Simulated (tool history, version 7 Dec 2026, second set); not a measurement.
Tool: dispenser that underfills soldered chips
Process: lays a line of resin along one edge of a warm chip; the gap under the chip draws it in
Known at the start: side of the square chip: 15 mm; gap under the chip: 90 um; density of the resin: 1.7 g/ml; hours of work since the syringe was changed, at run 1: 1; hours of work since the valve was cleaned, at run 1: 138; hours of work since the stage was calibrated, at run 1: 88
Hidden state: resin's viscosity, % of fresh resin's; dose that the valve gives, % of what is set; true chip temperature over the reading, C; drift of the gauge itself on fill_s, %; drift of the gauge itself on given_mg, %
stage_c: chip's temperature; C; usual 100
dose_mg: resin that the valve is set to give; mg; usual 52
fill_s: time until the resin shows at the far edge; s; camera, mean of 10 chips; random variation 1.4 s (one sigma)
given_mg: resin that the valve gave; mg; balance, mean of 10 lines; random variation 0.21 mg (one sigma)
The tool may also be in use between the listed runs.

run,hour,stage_c,dose_mg,hours of work since the syringe was changed,hours of work since the valve was cleaned,hours of work since the stage was calibrated,fill_s,given_mg
1,0,100,52,1,138,88,139.5,46.65
# hour 3.2: dispensing valve cleaned and set on the balance
2,4.7,100,52,4,1,91,153.7,51.61
3,10.4,100,52,7,5,94,180.1,51.44
4,16.6,100,52,11,9,98,218.9,51.73
# hour 18.1: new syringe of resin
5,23.7,100,52,4,13,103,148.8,51.44
6,29.7,100,52,8,17,107,177.5,50.86
7,33.8,93,52,10,20,109,277.1,51.01
# hour 37.2: new syringe of resin
8,38.5,94,52,1,23,112,174.3,51.01
9,46,100,52,6,27,117,171.2,50.74
10,53.6,100,62.9,11,32,122,207.9,60.66
# hour 55.9: new syringe of resin
11,60.2,100,62.9,3,37,126,140.5,61.18
12,63.4,100,62.9,5,39,128,156,61.24
13,70.8,100,52,10,43,133,198.1,50.2
# hour 74.9: new syringe of resin
14,75,100,52,0,46,136,131.1,50.12
15,80.9,100,63.7,4,50,140,151.1,61
16,87.8,100,63.7,8,54,144,186,60.8
# hour 93.8: new syringe of resin
17,94.4,100,63.7,0,58,148,128.3,60.88
18,101.8,100,51.5,5,63,153,166.6,49
19,107.3,100,51.5,9,67,157,194.1,48.77
# hour 112.4: new syringe of resin
20,112.4,100,51.5,0,70,160,127.9,48.62
21,116.7,108,60.6,3,73,162,102.5,57.06

The next listed run, before its measurement:
22,124.3,102,51.2,8,78,167,?,?

Run 22 gave fill_s 172.7 s, given_mg 48.19 mg.
Without the tool's hidden state the same run would have given fill_s 124.1 s, given_mg 51.37 mg.

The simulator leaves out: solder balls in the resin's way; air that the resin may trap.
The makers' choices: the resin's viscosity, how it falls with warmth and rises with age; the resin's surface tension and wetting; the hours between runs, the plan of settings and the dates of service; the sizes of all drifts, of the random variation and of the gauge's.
